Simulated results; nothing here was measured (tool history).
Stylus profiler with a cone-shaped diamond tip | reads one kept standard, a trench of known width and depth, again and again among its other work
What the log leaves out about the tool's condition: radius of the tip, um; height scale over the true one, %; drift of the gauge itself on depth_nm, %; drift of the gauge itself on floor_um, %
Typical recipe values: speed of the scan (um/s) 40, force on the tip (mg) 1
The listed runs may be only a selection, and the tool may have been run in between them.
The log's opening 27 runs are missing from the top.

| run | hour | speed of the scan (um/s) | force on the tip (mg) | scans with this tip | hours of work since the height scale was calibrated | depth of the trench (angstrom) | width of the trench's floor (nm) |
|---|---|---|---|---|---|---|---|
| 28 | 1204.7 | 15 | 1 | 10685 | 1218 | 2002.1 | 46680 |
| 29 | 1263.2 | 116 | 1.24 | 11068 | 1262 | 2003.3 | 45990 |
| 30 | 1313.1 | 31 | 1.82 | 11394 | 1299 | 2010.1 | 46580 |
| 31 | 1370.6 | 40 | 1 | 11770 | 1342 | 2004.2 | 46460 |
|  | 1402.7 | new tip fitted, height scale calibrated |
| 32 | 1418.8 | 16 | 0.35 | 105 | 12 | 2006.4 | 47810 |
| 33 | 1449.4 | 16 | 0.35 | 305 | 35 | 2005.5 | 47750 |
| 34 | 1492.8 | 16 | 0.35 | 589 | 67 | 2005.6 | 47760 |
| 35 | 1524.6 | 11 | 1.61 | 797 | 91 | 2019.2 | 47860 |
| 36 | 1568.3 | 11 | 1.61 | 1083 | 123 | 2015.3 | 47840 |
| 37 | 1623.9 | 33 | 0.77 | 1446 | 165 | 2007.7 | 47570 |
| 38 | 1657.1 | 33 | 0.77 | 1663 | 190 | 2010.5 | 47560 |
| 39 | 1711.7 | 23 | 0.48 | 2021 | 230 | 2008 | 47490 |
| 40 | 1742.5 | 149 | 1.18 | 2222 | 253 | 2015 | 46700 |
| 41 | 1793.9 | 149 | 1.48 | 2558 | 292 | 2012.9 | 46730 |
| 42 | 1842.7 | 18 | 1.01 | 2877 | 328 | 2010.7 | 47560 |
| 43 | 1898.8 | 34 | 2.11 | 3244 | 370 | 2019.2 | 47500 |

Branching from run 43: 3 alternative next runs. What would each branch give?
| A | 1939.9 | 45 | 1.07 | 3512 | 400 | ? | ? |
| B | 1939.9 | 28 | 2 | 3512 | 400 | ? | ? |
| C | 1939.9 | 34 | 0.77 | 3512 | 400 | ? | ? |

| run | depth of the trench (angstrom) | width of the trench's floor (nm) |
|---|---|---|
| A | 2010 | 47220 |
| B | 2016.6 | 47460 |
| C | 2008.8 | 47280 |
What these runs would have given with no unlogged condition in the tool:
| run | depth of the trench (angstrom) | width of the trench's floor (nm) |
|---|---|---|
| A | 2014 | 47660 |
| B | 2020.7 | 47900 |
| C | 2012.9 | 47720 |
